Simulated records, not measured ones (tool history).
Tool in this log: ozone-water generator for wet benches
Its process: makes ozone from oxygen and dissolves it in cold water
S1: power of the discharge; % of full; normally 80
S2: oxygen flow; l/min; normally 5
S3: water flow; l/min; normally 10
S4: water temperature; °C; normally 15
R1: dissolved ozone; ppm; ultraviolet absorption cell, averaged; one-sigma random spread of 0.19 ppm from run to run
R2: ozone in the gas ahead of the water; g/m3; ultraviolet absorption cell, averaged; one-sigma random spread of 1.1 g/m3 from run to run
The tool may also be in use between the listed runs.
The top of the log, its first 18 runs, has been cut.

At hour 2952.6: contactor cleaned.
Run 19, hour 3123.4: usual settings but S3 8 l/min, S4 22 °C. Result: R1 21.4 ppm, R2 153.2 g/m3.
Run 20, hour 3225.5: usual settings but S1 94 % of full, S2 2.61 l/min, S3 9 l/min, S4 7 °C. Result: R1 32.7 ppm, R2 264.4 g/m3.
Run 21, hour 3387.4: usual settings but S1 94 % of full, S2 2.61 l/min, S3 9 l/min, S4 7 °C. Result: R1 32.1 ppm, R2 263.1 g/m3.
Run 22, hour 3556.6: usual settings but S1 94 % of full, S2 2.61 l/min, S3 9 l/min, S4 7 °C. Result: R1 32 ppm, R2 261.3 g/m3.
Run 23, hour 3667.1: usual settings but S1 66 % of full, S2 2.61 l/min, S3 9 l/min, S4 7 °C. Result: R1 25.7 ppm, R2 210.6 g/m3.
Run 24, hour 3837.5: usual settings but S1 65 % of full, S2 2.61 l/min, S3 11 l/min, S4 7 °C. Result: R1 21 ppm, R2 208.6 g/m3.
Run 25, hour 4037.6: usual settings but S2 3.34 l/min, S4 11 °C. Result: R1 24 ppm, R2 196 g/m3.
Run 26, hour 4251.3: usual settings but S2 3.34 l/min, S4 11 °C. Result: R1 23.6 ppm, R2 194.7 g/m3.
Run 27, hour 4365.8: usual settings. Result: R1 20.1 ppm, R2 147.1 g/m3.
Run 28, hour 4571.9: usual settings. Result: R1 19.7 ppm, R2 147.9 g/m3.
Run 29, hour 4732.1: usual settings. Result: R1 19.7 ppm, R2 145.8 g/m3.
Run 30, hour 4880.9: usual settings but S1 63 % of full, S2 8.79 l/min. Result: R1 14.4 ppm, R2 86.4 g/m3.
Run 31, hour 5114.3: usual settings but S2 3.35 l/min, S4 9 °C. Result: R1 23.2 ppm, R2 189.2 g/m3.
Run 32, hour 5242: usual settings but S1 73 % of full, S2 6.95 l/min, S3 6 l/min, S4 19 °C. Result: R1 20.5 ppm, R2 107.7 g/m3.
Run 33, hour 5406: usual settings but S1 73 % of full, S2 6.95 l/min, S3 6 l/min, S4 19 °C. Result: R1 19.9 ppm, R2 107.4 g/m3.

Predict each of these 3 candidate next runs independently; none follows another, all start after run 33:
Run A, hour 5576.3: usual settings but S1 90 % of full, S2 4.64 l/min, S3 6 l/min, S4 19 °C. Result: R1 ?, R2 ?.
Run B, hour 5576.3: usual settings but S1 85 % of full. Result: R1 ?, R2 ?.
Run C, hour 5576.3: usual settings but S1 82 % of full. Result: R1 ?, R2 ?.

run    R1     R2
  A  26.6  159.1
  B  19.8  144.8
  C  19.3  142.9
Without the tool's hidden state the same runs would have given:
run    R1     R2
  A  38.9  225.2
  B  28.9  202.7
  C    28  198.6
